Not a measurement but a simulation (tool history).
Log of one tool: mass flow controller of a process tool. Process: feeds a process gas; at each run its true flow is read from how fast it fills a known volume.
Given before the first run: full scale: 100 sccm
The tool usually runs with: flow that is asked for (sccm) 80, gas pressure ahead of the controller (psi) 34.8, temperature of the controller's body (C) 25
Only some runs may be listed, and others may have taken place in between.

| run | day | flow that is asked for (sccm) | gas pressure ahead of the controller (psi) | temperature of the controller's body (C) | true flow (%) |
|---|---|---|---|---|---|
| 1 | 0 | 80 | 34.8 | 25 | 99.72 |
| 2 | 8.525 | 80 | 22.3 | 25 | 99.89 |
| 3 | 17.975 | 80 | 22.3 | 25 | 99.91 |
| 4 | 25.375 | 80 | 34.8 | 25 | 99.77 |
| 5 | 34.879 | 80 | 35.5 | 25 | 99.73 |
| 6 | 44.196 | 80 | 35.5 | 25 | 99.64 |
| 7 | 52.092 | 80 | 35.5 | 25 | 99.75 |
|  | 53.25 | controller's zero set anew |
| 8 | 65.446 | 80 | 35.5 | 25 | 99.77 |
| 9 | 71.75 | 18 | 26.3 | 39 | 99.85 |
| 10 | 79.554 | 28 | 34.8 | 26 | 100.22 |
|  | 93.858 | controller's zero set anew, once more |
| 11 | 93.979 | 13 | 26.8 | 26 | 98.97 |
| 12 | 103.004 | 80 | 28.4 | 23 | 99.6 |
| 13 | 111.7 | 24 | 39.6 | 38 | 97.79 |
| 14 | 119.046 | 13 | 34.8 | 29 | 99 |

What if the next run were any one of these 5? Each begins from the tool's condition after run 14:
| A | 126.542 | 12 | 20.7 | 29 | ? |
| B | 126.542 | 13 | 34.8 | 31 | ? |
| C | 126.542 | 61 | 37.4 | 29 | ? |
| D | 126.542 | 40 | 34.7 | 25 | ? |
| E | 126.542 | 97 | 34.8 | 23 | ? |

| run | true flow (%) |
|---|---|
| A | 99.45 |
| B | 99 |
| C | 98.83 |
| D | 98.95 |
| E | 99.83 |
Stripped of hidden state, with their random variation kept, the same runs would have yielded:
| run | true flow (%) |
|---|---|
| A | 98.69 |
| B | 98.34 |
| C | 99.11 |
| D | 99.09 |
| E | 100.2 |
